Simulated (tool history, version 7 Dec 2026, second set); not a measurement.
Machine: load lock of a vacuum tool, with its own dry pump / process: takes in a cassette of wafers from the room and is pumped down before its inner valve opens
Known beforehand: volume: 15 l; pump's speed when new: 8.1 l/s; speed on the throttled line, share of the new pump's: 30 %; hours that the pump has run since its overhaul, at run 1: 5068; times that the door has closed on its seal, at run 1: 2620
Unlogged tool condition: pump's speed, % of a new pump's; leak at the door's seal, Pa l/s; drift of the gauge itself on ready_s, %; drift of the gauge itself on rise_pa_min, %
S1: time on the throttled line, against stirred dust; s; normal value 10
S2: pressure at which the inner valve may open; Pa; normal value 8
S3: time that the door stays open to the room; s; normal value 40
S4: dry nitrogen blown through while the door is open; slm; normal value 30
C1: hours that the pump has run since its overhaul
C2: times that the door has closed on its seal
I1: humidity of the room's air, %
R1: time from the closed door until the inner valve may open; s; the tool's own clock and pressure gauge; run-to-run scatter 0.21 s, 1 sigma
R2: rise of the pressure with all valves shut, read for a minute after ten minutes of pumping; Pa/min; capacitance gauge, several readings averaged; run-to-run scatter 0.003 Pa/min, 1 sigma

run 1 hour=0 | S1=10 S2=8 S3=40 S4=30 | C1=5068 C2=2620 | I1=46.6 | R1=26.7 R2=0.05
run 2 hour=240.9 | S1=10 S2=8 S3=40 S4=30 | C1=5309 C2=3426 | I1=46.8 | R1=26.8 R2=0.055
run 3 hour=666.9 | S1=10 S2=8 S3=40 S4=30 | C1=5735 C2=4851 | I1=45.9 | R1=26.9 R2=0.051
run 4 hour=900 | S1=10 S2=11 S3=40 S4=30 | C1=5968 C2=5630 | I1=45.5 | R1=26 R2=0.051
run 5 hour=1301.8 | S1=10 S2=11 S3=40 S4=30 | C1=6370 C2=6974 | I1=42.4 | R1=26.7 R2=0.049
run 6 hour=1624 | S1=10 S2=11 S3=40 S4=30 | C1=6692 C2=8051 | I1=46 | R1=26.4 R2=0.055
run 7 hour=2045.2 | S1=10 S2=8 S3=40 S4=30 | C1=7113 C2=9460 | I1=46.2 | R1=27.2 R2=0.061
run 8 hour=2437.1 | S1=10 S2=8 S3=40 S4=30 | C1=7505 C2=10771 | I1=42.3 | R1=28.2 R2=0.058
run 9 hour=2819.5 | S1=15 S2=8 S3=40 S4=30 | C1=7887 C2=12049 | I1=43.5 | R1=31 R2=0.066
run 10 hour=3130.4 | S1=10 S2=8 S3=40 S4=22 | C1=8198 C2=13089 | I1=48.4 | R1=28.4 R2=0.081
run 11 hour=3310.7 | S1=13 S2=8 S3=40 S4=30 | C1=8378 C2=13692 | I1=46.3 | R1=30 R2=0.071
run 12 hour=3580.4 | S1=13 S2=8 S3=40 S4=30 | C1=8648 C2=14594 | I1=47.5 | R1=30.2 R2=0.071
run 13 hour=3836.1 | S1=13 S2=8 S3=40 S4=30 | C1=8904 C2=15449 | I1=41.4 | R1=30.4 R2=0.073
run 14 hour=4247.2 | S1=13 S2=8 S3=40 S4=30 | C1=9315 C2=16824 | I1=43.4 | R1=30.6 R2=0.086
run 15 hour=4657.7 | S1=13 S2=8 S3=40 S4=30 | C1=9725 C2=18196 | I1=41.6 | R1=30.5 R2=0.086
run 16 hour=4984.8 | S1=13 S2=8 S3=40 S4=30 | C1=10053 C2=19291 | I1=46.1 | R1=31.1 R2=0.087
run 17 hour=5189.7 | S1=13 S2=8 S3=40 S4=30 | C1=10257 C2=19976 | I1=49.4 | R1=31.4 R2=0.096
-- hour=5321.6 dry pump taken out, an overhauled one fitted
run 18 hour=5601 | S1=13 S2=8 S3=40 S4=30 | C1=279 C2=21331 | I1=44 | R1=26.4 R2=0.098
run 19 hour=5978.5 | S1=13 S2=8 S3=40 S4=30 | C1=657 C2=22593 | I1=44.6 | R1=27.1 R2=0.111
run 20 hour=6398.6 | S1=9 S2=11 S3=132 S4=5 | C1=1077 C2=23999 | I1=42.5 | R1=23.4 R2=0.203
run 21 hour=6612 | S1=9 S2=9 S3=65 S4=5 | C1=1290 C2=24712 | I1=43.8 | R1=24 R2=0.166
run 22 hour=7014.1 | S1=9 S2=9 S3=65 S4=5 | C1=1693 C2=26057 | I1=44.8 | R1=24.3 R2=0.174
run 23 hour=7347.6 | S1=7 S2=14 S3=80 S4=16 | C1=2026 C2=27172 | I1=44.8 | R1=21.8 R2=0.169
run 24 hour=7729.8 | S1=14 S2=11 S3=81 S4=24 | C1=2408 C2=28450 | I1=49.4 | R1=27.6 R2=0.168
run 25 hour=8009.3 | S1=5 S2=6 S3=81 S4=11 | C1=2688 C2=29385 | I1=43.2 | R1=22.6 R2=0.185
run 26 hour=8310.7 | S1=8 S2=8 S3=118 S4=6 | C1=2989 C2=30393 | I1=45.1 | R1=24.2 R2=0.237
run 27 hour=8722.3 | S1=10 S2=8 S3=44 S4=30 | C1=3401 C2=31769 | I1=47.8 | R1=25.8 R2=0.157
run 28 hour=8924.4 | S1=10 S2=8 S3=236 S4=12 | C1=3603 C2=32445 | I1=49 | R1=25.7 R2=0.307
run 29 hour=9299.7 | S1=10 S2=8 S3=82 S4=12 | C1=3978 C2=33700 | I1=44.8 | R1=26.2 R2=0.21
run 30 hour=9501.3 | S1=10 S2=8 S3=82 S4=12 | C1=4180 C2=34374 | I1=45.6 | R1=25.7 R2=0.205
run 31 hour=9818.6 | S1=10 S2=8 S3=82 S4=12 | C1=4497 C2=35436 | I1=45.1 | R1=26 R2=0.219
run 32 hour=10152 | S1=10 S2=7 S3=89 S4=11 | C1=4830 C2=36550 | I1=41 | R1=26.2 R2=0.226
run 33 hour=10459.9 | S1=14 S2=12 S3=70 S4=20 | C1=5138 C2=37580 | I1=45.9 | R1=27.9 R2=0.216
run 34 hour=10776.5 | S1=14 S2=12 S3=70 S4=20 | C1=5455 C2=38639 | I1=46.6 | R1=28.3 R2=0.222
run 35 hour=11145.7 | S1=10 S2=8 S3=143 S4=31 | C1=5824 C2=39873 | I1=42.1 | R1=26.9 R2=0.244
run 36 hour=11505.6 | S1=10 S2=8 S3=143 S4=31 | C1=6184 C2=41077 | I1=45.3 | R1=26.5 R2=0.251

Predict each of these 3 candidate next runs independently; none follows another, all start after run 36:
run A hour=11931.9 | S1=5 S2=8 S3=143 S4=31 | C1=6610 C2=42503 | I1=45.1 | R1=? R2=?
run B hour=11931.9 | S1=10 S2=6 S3=109 S4=8 | C1=6610 C2=42503 | I1=47.6 | R1=? R2=?
run C hour=11931.9 | S1=10 S2=8 S3=27 S4=31 | C1=6610 C2=42503 | I1=47.3 | R1=? R2=?

run=A R1=23.4 R2=0.258
run=B R1=27.4 R2=0.295
run=C R1=27.1 R2=0.21
Without the tool's hidden state the same runs would have given:
run=A R1=20.8 R2=0.082
run=B R1=25 R2=0.118
run=C R1=24.8 R2=0.031
